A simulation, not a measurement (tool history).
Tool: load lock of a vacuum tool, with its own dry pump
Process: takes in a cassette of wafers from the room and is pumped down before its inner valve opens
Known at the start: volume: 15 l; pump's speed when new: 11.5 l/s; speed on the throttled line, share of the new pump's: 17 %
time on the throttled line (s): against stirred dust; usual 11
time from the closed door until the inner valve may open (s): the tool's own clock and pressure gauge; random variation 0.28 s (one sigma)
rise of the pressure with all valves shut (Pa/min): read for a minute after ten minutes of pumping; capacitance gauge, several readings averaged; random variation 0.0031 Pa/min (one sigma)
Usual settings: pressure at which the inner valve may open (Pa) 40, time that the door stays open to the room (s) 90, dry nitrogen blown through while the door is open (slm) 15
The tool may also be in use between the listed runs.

run	hour	time on the throttled line (s)	pressure at which the inner valve may open (Pa)	time that the door stays open to the room (s)	dry nitrogen blown through while the door is open (slm)	incoming humidity of the room's air, %	time from the closed door until the inner valve may open (s)	rise of the pressure with all valves shut (Pa/min)
1	0	11	40	90	15	44.6	22.5	0.211
2	248.9	20	40	90	15	44.2	28.6	0.213
# hour 704.7: door's seal changed, seat wiped
3	711.7	20	40	90	15	44.2	28.7	0.094
4	1183.1	11	40	90	15	47.5	22.2	0.102
5	1778.5	11	40	90	15	44.2	22.6	0.098
6	2180.6	11	40	90	15	43.8	22.6	0.102
7	2732.5	11	64	90	15	44.7	21.7	0.101
8	3158.6	11	40	90	18	43.2	23.2	0.096
9	3499.2	11	40	90	18	46	23	0.111
10	4046.8	9	40	90	15	44.5	21.7	0.109
# hour 4441.2: dry pump taken out, an overhauled one fitted
11	4457.3	9	40	90	15	41.9	17.8	0.108
12	4967.9	9	40	90	15	44.5	17.8	0.116
13	5405.9	9	40	90	15	45.2	17.8	0.129
14	5962.3	9	40	90	15	47.9	18.1	0.137
15	6359.5	9	40	90	15	46.2	17.8	0.141
16	6938	9	40	90	15	43.2	18.4	0.141
17	7266	9	40	90	15	42.3	18.2	0.142
18	7815.8	11	36	36	15	43.6	20.1	0.118
19	8285.2	7	36	36	15	44.5	16.9	0.126
20	8834.9	19	65	39	7	44.8	26.5	0.147

Forecast each of these 3 alternatives for the next run:
A	9132.2	11	40	90	9	43.9	?	?
B	9132.2	19	65	41	7	46	?	?
C	9132.2	11	71	125	8	43.9	?	?

run	time from the closed door until the inner valve may open (s)	rise of the pressure with all valves shut (Pa/min)
A	20.6	0.184
B	26	0.162
C	19.3	0.216
Without the tool's hidden state the same runs would have given:
run	time from the closed door until the inner valve may open (s)	rise of the pressure with all valves shut (Pa/min)
A	19.7	0.102
B	25.3	0.077
C	18.6	0.134
